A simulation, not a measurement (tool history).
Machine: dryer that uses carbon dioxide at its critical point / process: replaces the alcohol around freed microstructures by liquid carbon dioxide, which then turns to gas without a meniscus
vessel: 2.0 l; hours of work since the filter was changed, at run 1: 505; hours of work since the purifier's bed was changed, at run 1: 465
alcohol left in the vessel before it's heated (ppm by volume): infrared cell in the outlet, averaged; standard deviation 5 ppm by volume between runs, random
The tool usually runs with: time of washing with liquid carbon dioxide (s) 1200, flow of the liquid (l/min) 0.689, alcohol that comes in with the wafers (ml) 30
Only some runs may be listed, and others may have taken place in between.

| run | hour | time of washing with liquid carbon dioxide (s) | flow of the liquid (l/min) | alcohol that comes in with the wafers (ml) | hours of work since the filter was changed | hours of work since the purifier's bed was changed | alcohol left in the vessel before it's heated (ppm by volume) |
|---|---|---|---|---|---|---|---|
| 1 | 0.0 | 1200 | 0.689 | 30 | 505 | 465 | 115 |
| 2 | 32.9 | 1200 | 0.689 | 30 | 530 | 490 | 125 |
| 3 | 54.7 | 1200 | 0.689 | 30 | 547 | 507 | 127 |
| 4 | 94.5 | 1200 | 0.689 | 114 | 578 | 538 | 310 |
|  | 105.4 | inlet filter changed |
| 5 | 131.4 | 1200 | 0.689 | 114 | 20 | 565 | 151 |
| 6 | 150.4 | 1200 | 0.689 | 114 | 34 | 580 | 144 |
| 7 | 174.9 | 1320 | 0.689 | 30 | 53 | 598 | 84 |
|  | 202.1 | purifier's bed changed |
| 8 | 211.2 | 1320 | 0.689 | 50 | 79 | 7 | 23 |
| 9 | 236.8 | 1200 | 0.689 | 30 | 98 | 27 | 39 |
| 10 | 254.3 | 1200 | 0.689 | 30 | 112 | 40 | 32 |
| 11 | 289.2 | 1200 | 0.689 | 30 | 139 | 67 | 40 |
| 12 | 328.0 | 1200 | 0.689 | 30 | 168 | 96 | 48 |
| 13 | 349.0 | 1200 | 0.689 | 30 | 184 | 113 | 54 |
| 14 | 371.5 | 1200 | 0.689 | 30 | 202 | 130 | 48 |
| 15 | 410.7 | 1200 | 0.689 | 30 | 232 | 160 | 61 |
| 16 | 449.8 | 1200 | 0.861 | 30 | 262 | 190 | 42 |
| 17 | 473.3 | 1920 | 0.994 | 30 | 280 | 208 | 34 |
| 18 | 495.1 | 1920 | 0.994 | 30 | 296 | 225 | 27 |
| 19 | 530.9 | 1080 | 0.730 | 30 | 324 | 252 | 95 |
| 20 | 557.2 | 780 | 0.919 | 89 | 344 | 272 | 322 |
| 21 | 576.8 | 780 | 0.919 | 89 | 359 | 287 | 329 |

Predict the results of run 22:
| 22 | 604.7 | 780 | 0.919 | 89 | 380 | 309 | ? |

Run 22 yielded alcohol left in the vessel before it's heated (ppm by volume) 346.
Were there no unlogged condition in the tool, this run, its random variation unchanged, would have produced alcohol left in the vessel before it's heated (ppm by volume) 159.

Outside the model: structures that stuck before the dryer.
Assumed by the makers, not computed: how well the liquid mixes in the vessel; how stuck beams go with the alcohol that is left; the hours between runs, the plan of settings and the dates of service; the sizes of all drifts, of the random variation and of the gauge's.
